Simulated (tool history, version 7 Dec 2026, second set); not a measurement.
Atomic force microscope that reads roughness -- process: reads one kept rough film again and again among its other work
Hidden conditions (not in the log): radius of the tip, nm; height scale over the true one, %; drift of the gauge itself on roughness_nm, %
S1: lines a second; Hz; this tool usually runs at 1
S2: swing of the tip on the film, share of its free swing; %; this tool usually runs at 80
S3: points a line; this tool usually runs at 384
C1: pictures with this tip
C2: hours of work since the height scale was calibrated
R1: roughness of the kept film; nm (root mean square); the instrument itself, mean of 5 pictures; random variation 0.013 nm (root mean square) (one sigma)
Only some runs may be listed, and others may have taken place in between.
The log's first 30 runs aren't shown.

Run 31, hour 215.9: usual settings but S1 3.27 Hz, S2 77 %, S3 978; C1 68; C2 61. Result: R1 2.446 nm (root mean square).
Run 32, hour 220.3: usual settings but S1 3.27 Hz, S2 77 %, S3 978; C1 74; C2 65. Result: R1 2.409 nm (root mean square).
Run 33, hour 228.9: usual settings but S1 0.82 Hz, S3 653; C1 88; C2 72. Result: R1 2.683 nm (root mean square).
Run 34, hour 234.6: usual settings but S1 1.37 Hz, S2 88 %, S3 273; C1 97; C2 76. Result: R1 2.374 nm (root mean square).
Run 35, hour 241.6: usual settings but S1 3.26 Hz, S2 59 %, S3 543; C1 108; C2 81. Result: R1 2.549 nm (root mean square).
Run 36, hour 246.6: usual settings but S1 1.21 Hz, S2 77 %, S3 1004; C1 116; C2 85. Result: R1 2.507 nm (root mean square).
Run 37, hour 256.3: usual settings but S1 1.21 Hz, S2 77 %, S3 1004; C1 131; C2 93. Result: R1 2.449 nm (root mean square).
Run 38, hour 261.5: usual settings but S1 0.53 Hz, S2 77 %, S3 1004; C1 139; C2 97. Result: R1 2.513 nm (root mean square).
Run 39, hour 271: usual settings but S1 1.28 Hz, S3 1004; C1 154; C2 104. Result: R1 2.318 nm (root mean square).
Run 40, hour 279.8: usual settings but S1 3.61 Hz, S2 72 %, S3 868; C1 168; C2 111. Result: R1 2.108 nm (root mean square).
Run 41, hour 289.5: usual settings but S1 1.86 Hz; C1 183; C2 119. Result: R1 2.11 nm (root mean square).
Run 42, hour 294.7: usual settings but S1 0.93 Hz, S3 386; C1 191; C2 123. Result: R1 2.2 nm (root mean square).
Run 43, hour 301.6: usual settings but S1 1.79 Hz, S2 70 %, S3 936; C1 202; C2 128. Result: R1 2.18 nm (root mean square).
Run 44, hour 308.3: usual settings but S1 1.79 Hz, S2 70 %, S3 936; C1 212; C2 133. Result: R1 2.14 nm (root mean square).
Run 45, hour 315.7: usual settings but S1 0.51 Hz, S2 58 %, S3 922; C1 224; C2 139. Result: R1 2.237 nm (root mean square).

What will run 46 give?
Run 46, hour 324.9: usual settings but S1 0.51 Hz, S2 58 %, S3 922; C1 238; C2 146. Result: R1 ?.

{"run 46": {"R1": 2.184}}
On a tool with no hidden condition, and with the same random variation, this run would have come out at R1 3.42 nm (root mean square).

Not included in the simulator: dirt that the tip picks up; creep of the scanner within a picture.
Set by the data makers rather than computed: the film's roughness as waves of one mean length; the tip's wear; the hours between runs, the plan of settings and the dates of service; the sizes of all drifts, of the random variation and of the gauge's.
